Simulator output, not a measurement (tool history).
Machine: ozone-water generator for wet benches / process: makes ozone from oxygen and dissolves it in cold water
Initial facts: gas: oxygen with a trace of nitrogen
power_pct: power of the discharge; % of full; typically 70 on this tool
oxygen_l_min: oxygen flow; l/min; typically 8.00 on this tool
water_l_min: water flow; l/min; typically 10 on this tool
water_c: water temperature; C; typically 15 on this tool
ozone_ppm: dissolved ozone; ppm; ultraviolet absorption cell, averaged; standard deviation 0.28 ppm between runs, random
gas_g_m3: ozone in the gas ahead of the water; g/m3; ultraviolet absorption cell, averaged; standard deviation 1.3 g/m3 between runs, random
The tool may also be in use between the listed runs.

run    hour  power_pct  oxygen_l_min  water_l_min  water_c  ozone_ppm  gas_g_m3
  1     0.0         70          8.00           10       15       44.1     230.6
  2   102.3         81          8.00           10       15       48.6     252.0
  3   190.8         96          8.00           10       15       53.9     280.8
  4   323.8         70          8.00           10       15       44.8     229.3
  5   496.8         70          8.00           10       15       44.9     230.0
  6   591.8         70          9.49           10       15       42.0     207.4
  7   725.0         70          9.49           10       15       41.7     206.3
  8   822.9         43         11.11           15       15       22.1     136.3
  9   932.0         93         13.77           10       23       35.4     196.5
 10  1084.7         93         13.77           10       23       35.1     193.2
 11  1228.4         93         13.77           10       23       35.3     195.8
 12  1350.6         93         13.77           10       23       34.7     196.3
 13  1465.9         93         13.77           10       23       34.9     196.8

Each row is a separate what-if for the run after 13, all from the same tool condition, not one after another. Results?
  A  1571.3         49         13.77           10       23          ?         ?
  B  1571.3         70         10.51           10       15          ?         ?
  C  1571.3         48          5.51           10       15          ?         ?
  D  1571.3         82          8.00           15       12          ?         ?
  E  1571.3         93         13.77           15       12          ?         ?

run  ozone_ppm  gas_g_m3
  A       23.7     129.7
  B       40.6     193.5
  C       38.9     231.6
  D       38.6     255.6
  E       36.4     196.9
Stripped of hidden state, with their random variation kept, the same runs would have yielded:
run  ozone_ppm  gas_g_m3
  A       23.7     129.9
  B       40.6     193.7
  C       38.9     231.8
  D       38.7     256.0
  E       36.5     197.3
